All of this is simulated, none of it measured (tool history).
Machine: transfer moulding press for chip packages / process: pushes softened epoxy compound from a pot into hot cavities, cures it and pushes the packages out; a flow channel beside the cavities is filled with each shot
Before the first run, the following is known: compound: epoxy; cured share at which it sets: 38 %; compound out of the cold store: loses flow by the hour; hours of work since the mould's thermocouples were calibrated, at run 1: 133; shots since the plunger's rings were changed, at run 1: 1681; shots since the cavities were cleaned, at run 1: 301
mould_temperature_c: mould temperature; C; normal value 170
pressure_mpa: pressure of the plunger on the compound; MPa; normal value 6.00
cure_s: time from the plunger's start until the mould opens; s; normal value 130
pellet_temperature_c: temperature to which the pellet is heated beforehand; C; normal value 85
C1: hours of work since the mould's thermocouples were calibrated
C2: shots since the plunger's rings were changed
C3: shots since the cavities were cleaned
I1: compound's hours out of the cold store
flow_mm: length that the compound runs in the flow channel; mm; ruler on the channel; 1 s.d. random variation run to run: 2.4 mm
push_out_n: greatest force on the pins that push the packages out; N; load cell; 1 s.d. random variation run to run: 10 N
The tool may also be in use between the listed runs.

Run 1, hour 0.0: usual settings; C1 133; C2 1681; C3 301; I1 12.3. Result: flow_mm 833 mm, push_out_n 661 N.
Run 2, hour 18.7: usual settings but pellet_temperature_c 80 C; C1 143; C2 1835; C3 455; I1 38.0. Result: flow_mm 721 mm, push_out_n 730 N.
Run 3, hour 38.7: usual settings but pellet_temperature_c 80 C; C1 154; C2 1999; C3 619; I1 13.2. Result: flow_mm 829 mm, push_out_n 839 N.
At hour 50.6: cavities cleaned with cleaning compound and waxed.
Run 4, hour 52.3: usual settings but pellet_temperature_c 90 C; C1 161; C2 2098; C3 14; I1 10.3. Result: flow_mm 839 mm, push_out_n 511 N.
Run 5, hour 70.9: usual settings but pellet_temperature_c 90 C; C1 171; C2 2251; C3 167; I1 8.8. Result: flow_mm 845 mm, push_out_n 625 N.
Run 6, hour 83.8: usual settings but pellet_temperature_c 90 C; C1 178; C2 2357; C3 273; I1 32.2. Result: flow_mm 741 mm, push_out_n 666 N.
Run 7, hour 106.8: usual settings but pellet_temperature_c 90 C; C1 190; C2 2546; C3 462; I1 44.0. Result: flow_mm 699 mm, push_out_n 723 N.
Run 8, hour 120.3: usual settings but pellet_temperature_c 90 C; C1 197; C2 2657; C3 573; I1 16.5. Result: flow_mm 807 mm, push_out_n 821 N.
At hour 138.2: cavities cleaned with cleaning compound and waxed.
Run 9, hour 139.4: usual settings but pellet_temperature_c 90 C; C1 207; C2 2801; C3 10; I1 9.3. Result: flow_mm 834 mm, push_out_n 481 N.
Run 10, hour 149.4: usual settings; C1 212; C2 2883; C3 92; I1 39.2. Result: flow_mm 713 mm, push_out_n 510 N.
Run 11, hour 160.0: usual settings; C1 218; C2 2970; C3 179; I1 39.1. Result: flow_mm 713 mm, push_out_n 603 N.
Run 12, hour 182.5: usual settings; C1 230; C2 3154; C3 363; I1 33.7. Result: flow_mm 736 mm, push_out_n 722 N.
Run 13, hour 202.8: usual settings; C1 241; C2 3321; C3 530; I1 24.4. Result: flow_mm 770 mm, push_out_n 773 N.
Run 14, hour 213.6: usual settings; C1 247; C2 3410; C3 619; I1 23.3. Result: flow_mm 772 mm, push_out_n 816 N.
At hour 224.6: cavities cleaned with cleaning compound and waxed.
Run 15, hour 227.4: usual settings; C1 253; C2 3511; C3 23; I1 46.9. Result: flow_mm 681 mm, push_out_n 458 N.
Run 16, hour 237.3: usual settings but mould_temperature_c 176 C, pressure_mpa 5.32 MPa, cure_s 151 s, pellet_temperature_c 82 C; C1 259; C2 3592; C3 104; I1 8.5. Result: flow_mm 768 mm, push_out_n 447 N.
Run 17, hour 253.2: usual settings but mould_temperature_c 171 C, pressure_mpa 5.32 MPa, cure_s 150 s, pellet_temperature_c 82 C; C1 267; C2 3722; C3 234; I1 31.4. Result: flow_mm 691 mm, push_out_n 540 N.
Run 18, hour 269.2: usual settings but mould_temperature_c 171 C, pressure_mpa 5.32 MPa, cure_s 148 s, pellet_temperature_c 82 C; C1 276; C2 3853; C3 365; I1 42.3. Result: flow_mm 656 mm, push_out_n 613 N.
Run 19, hour 282.1: usual settings but mould_temperature_c 171 C, pressure_mpa 5.32 MPa, cure_s 148 s, pellet_temperature_c 82 C; C1 283; C2 3959; C3 471; I1 23.7. Result: flow_mm 722 mm, push_out_n 682 N.
Run 20, hour 298.5: usual settings but mould_temperature_c 171 C, pressure_mpa 6.93 MPa, cure_s 148 s, pellet_temperature_c 82 C; C1 292; C2 4094; C3 606; I1 35.6. Result: flow_mm 769 mm, push_out_n 703 N.
At hour 311.6: cavities cleaned with cleaning compound and waxed.
Run 21, hour 312.5: usual settings but cure_s 127 s, pellet_temperature_c 92 C; C1 299; C2 4197; C3 8; I1 10.1. Result: flow_mm 824 mm, push_out_n 484 N.
At hour 324.6: mould's thermocouples calibrated.
Run 22, hour 336.1: usual settings but cure_s 127 s, pellet_temperature_c 92 C; C1 6; C2 4374; C3 185; I1 27.8. Result: flow_mm 747 mm, push_out_n 617 N.
Run 23, hour 348.3: usual settings but mould_temperature_c 172 C, pressure_mpa 4.51 MPa, cure_s 148 s, pellet_temperature_c 92 C; C1 13; C2 4474; C3 285; I1 17.7. Result: flow_mm 676 mm, push_out_n 554 N.
Run 24, hour 359.6: usual settings but mould_temperature_c 174 C, pressure_mpa 5.63 MPa, cure_s 148 s, pellet_temperature_c 95 C; C1 19; C2 4567; C3 378; I1 31.5. Result: flow_mm 699 mm, push_out_n 581 N.
Run 25, hour 372.4: usual settings but mould_temperature_c 174 C, pressure_mpa 5.48 MPa, cure_s 115 s, pellet_temperature_c 86 C; C1 26; C2 4672; C3 483; I1 29.0. Result: flow_mm 701 mm, push_out_n 766 N.
Run 26, hour 394.7: usual settings but mould_temperature_c 174 C, pressure_mpa 5.48 MPa, cure_s 115 s, pellet_temperature_c 86 C; C1 38; C2 4855; C3 666; I1 24.0. Result: flow_mm 710 mm, push_out_n 829 N.
At hour 398.9: plunger's sealing rings changed.
At hour 403.9: cavities cleaned with cleaning compound and waxed.
Run 27, hour 409.2: usual settings but mould_temperature_c 174 C, pressure_mpa 5.48 MPa, cure_s 115 s, pellet_temperature_c 86 C; C1 43; C2 72; C3 44; I1 33.2. Result: flow_mm 712 mm, push_out_n 490 N.
Run 28, hour 422.0: usual settings but mould_temperature_c 163 C; C1 50; C2 177; C3 149; I1 18.9. Result: flow_mm 844 mm, push_out_n 1047 N.
Run 29, hour 441.8: usual settings but mould_temperature_c 166 C, pressure_mpa 6.08 MPa, pellet_temperature_c 87 C; C1 61; C2 340; C3 312; I1 12.8. Result: flow_mm 869 mm, push_out_n 937 N.

Some steps in flow_mm, run to run, broken into two amounts with sign: the step expected even without the hidden condition (settings, incoming material, random variation), and the rest, left for the hidden condition together with whatever gauge scatter is not in both the measured and the hidden-condition-free result:
The tool's hidden condition here consists of: true mould temperature over the reading, C; pressure that reaches the compound, % of what is set; grip of the stained cavities, % over clean ones'; drift of the gauge itself on flow_mm, %; drift of the gauge itself on push_out_n, %.
Run 2 -> 3: nothing adjusted, nothing logged. flow_mm +108 mm: hidden state -4, all else +112.
Run 9 -> 10: pellet_temperature_c 90 -> 85. flow_mm -121 mm: hidden state +3, all else -124.
Run 26 -> 27: plunger's sealing rings changed, cavities cleaned with cleaning compound and waxed. flow_mm +2 mm: hidden state +32, all else -30.
Run 27 -> 28: mould_temperature_c 174 -> 163, pressure_mpa 5.48 -> 6.00, cure_s 115 -> 130, pellet_temperature_c 86 -> 85. flow_mm +132 mm: hidden state +0, all else +132.
